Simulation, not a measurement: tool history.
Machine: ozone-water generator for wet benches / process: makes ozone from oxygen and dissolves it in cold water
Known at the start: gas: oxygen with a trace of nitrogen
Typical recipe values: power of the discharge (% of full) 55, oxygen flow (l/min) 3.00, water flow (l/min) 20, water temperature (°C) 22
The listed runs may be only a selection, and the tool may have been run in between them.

run	hour	power of the discharge (% of full)	oxygen flow (l/min)	water flow (l/min)	water temperature (°C)	dissolved ozone (ppm)	ozone in the gas ahead of the water (g/m3)
1	0.0	55	3.00	20	22	14.6	234.8
2	116.5	71	3.00	20	22	16.5	266.7
3	173.6	55	3.00	17	22	17.4	230.7
4	262.3	55	3.61	20	22	15.4	218.3
5	381.8	48	3.61	20	22	14.3	204.4
6	512.3	48	3.61	20	22	14.3	203.5
7	583.8	48	3.61	20	22	14.4	201.5
8	657.5	48	3.61	20	20	14.9	203.0
9	728.7	48	3.61	20	20	14.7	204.2
10	836.2	48	3.61	20	20	14.6	203.6
11	902.6	55	3.00	20	14	15.8	231.8
12	976.8	55	3.00	20	22	14.4	232.8
13	1112.0	55	3.00	20	22	14.7	230.4
14	1169.8	53	3.00	20	22	14.3	227.5
15	1283.7	53	3.00	20	22	14.4	226.0
16	1385.9	55	3.00	22	22	13.0	228.5
17	1500.0	48	2.11	18	18	14.1	241.6
18	1621.9	50	2.11	12	27	19.5	247.4
19	1733.7	50	2.11	15	27	15.9	249.8
20	1843.1	44	2.04	28	24	7.5	235.8
21	1918.7	44	2.04	17	15	14.6	235.3
# hour 1935.6: contactor cleaned
22	2008.8	44	4.86	17	20	17.2	175.3
23	2105.1	62	1.57	18	22	13.7	301.8
24	2220.2	81	3.00	25	22	13.2	274.7
25	2280.3	87	2.04	32	26	8.4	324.2
26	2345.2	87	2.04	32	26	8.2	323.6
# hour 2429.4: contactor cleaned, once more
27	2446.9	55	1.62	16	14	15.8	281.9
28	2537.3	87	2.35	20	22	16.7	310.7
29	2601.2	87	2.35	16	29	19.4	306.6
30	2659.4	87	2.35	16	29	19.6	310.6
31	2785.0	87	2.35	16	29	19.4	307.5
32	2865.6	55	3.00	14	22	20.8	225.2

For some of the steps in dissolved ozone (ppm) from one run to the next: how much would appear even if the tool had no hidden state, given the settings, what came in and random variation, and how much remains for the hidden state plus any gauge scatter that the measured result and the result without hidden state don't share?
What the log doesn't record here: yield of the discharge, % of new electrodes'; contactor's efficiency, % of a clean one's; true water temperature over the reading, C; drift of the gauge itself on ozone_ppm, %; drift of the gauge itself on gas_g_m3, %.
Run 17 -> 18: power of the discharge (% of full) 48 -> 50, water flow (l/min) 18 -> 12, water temperature (°C) 18 -> 27. dissolved ozone (ppm) +5.4: hidden state -0.5, all else +5.9.
Run 19 -> 20: power of the discharge (% of full) 50 -> 44, oxygen flow (l/min) 2.11 -> 2.04, water flow (l/min) 15 -> 28, water temperature (°C) 27 -> 24. dissolved ozone (ppm) -8.4: hidden state +0.7, all else -9.1.
Run 20 -> 21: water flow (l/min) 28 -> 17, water temperature (°C) 24 -> 15. dissolved ozone (ppm) +7.1: hidden state -0.5, all else +7.6.
Run 26 -> 27: power of the discharge (% of full) 87 -> 55, oxygen flow (l/min) 2.04 -> 1.62, water flow (l/min) 32 -> 16, water temperature (°C) 26 -> 14, contactor cleaned, once more. dissolved ozone (ppm) +7.6: hidden state -0.3, all else +7.9.
